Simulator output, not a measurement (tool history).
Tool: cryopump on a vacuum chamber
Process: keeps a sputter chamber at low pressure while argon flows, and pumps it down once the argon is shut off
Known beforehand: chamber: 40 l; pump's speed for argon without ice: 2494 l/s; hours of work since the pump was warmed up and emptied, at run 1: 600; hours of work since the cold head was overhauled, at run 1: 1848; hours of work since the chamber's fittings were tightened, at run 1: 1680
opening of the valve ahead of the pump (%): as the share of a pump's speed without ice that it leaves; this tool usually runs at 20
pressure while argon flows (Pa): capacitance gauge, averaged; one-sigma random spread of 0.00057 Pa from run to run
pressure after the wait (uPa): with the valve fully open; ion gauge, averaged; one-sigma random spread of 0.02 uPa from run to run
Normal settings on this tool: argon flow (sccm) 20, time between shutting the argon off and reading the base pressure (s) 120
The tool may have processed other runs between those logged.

run   hour  argon flow (sccm)  time between shutting the argon off and reading the base pressure (s)  opening of the valve ahead of the pump (%)  hours of work since the pump was warmed up and emptied  hours of work since the cold head was overhauled  hours of work since the chamber's fittings were tightened  pressure while argon flows (Pa)  pressure after the wait (uPa)
  1    0.0                 20                                                                    120                                          20                                                     600                                              1848                                                       1680                           0.0695                           1.28
  2   58.5                 20                                                                    120                                          20                                                     643                                              1891                                                       1722                           0.0692                           1.30
  3  118.1                 20                                                                    120                                          59                                                     686                                              1934                                                       1766                           0.0250                           1.33
  4  189.5                 20                                                                    120                                          59                                                     738                                              1985                                                       1817                           0.0262                           1.31
  5  238.9                 20                                                                    120                                          42                                                     773                                              2021                                                       1853                           0.0355                           1.35
  6  279.2                 20                                                                    120                                          42                                                     803                                              2050                                                       1882                           0.0353                           1.43
  7  351.5                 25                                                                    120                                          42                                                     855                                              2103                                                       1935                           0.0436                           1.46
  8  388.6                 20                                                                     38                                          20                                                     882                                              2130                                                       1961                           0.0714                           1.81
  9  460.9                 14                                                                    218                                          29                                                     934                                              2182                                                       2014                           0.0357                           1.53
 10  527.7                 10                                                                     61                                          32                                                     982                                              2230                                                       2062                           0.0229                           1.79
 11  590.2                 14                                                                     51                                          20                                                    1028                                              2276                                                       2107                           0.0500                           1.87

Predict each of these 3 candidate next runs independently; none follows another, all start after run 11:
  A  632.1                 16                                                                    106                                          20                                                    1058                                              2306                                                       2138                                ?                              ?
  B  632.1                 34                                                                     43                                          20                                                    1058                                              2306                                                       2138                                ?                              ?
  C  632.1                 19                                                                    120                                          49                                                    1058                                              2306                                                       2138                                ?                              ?

run  pressure while argon flows (Pa)  pressure after the wait (uPa)
  A                           0.0574                           1.75
  B                           0.1226                           1.92
  C                           0.0304                           1.69
Stripped of hidden state, with their random variation kept, the same runs would have yielded:
run  pressure while argon flows (Pa)  pressure after the wait (uPa)
  A                           0.0539                           0.30
  B                           0.1152                           0.49
  C                           0.0263                           0.24
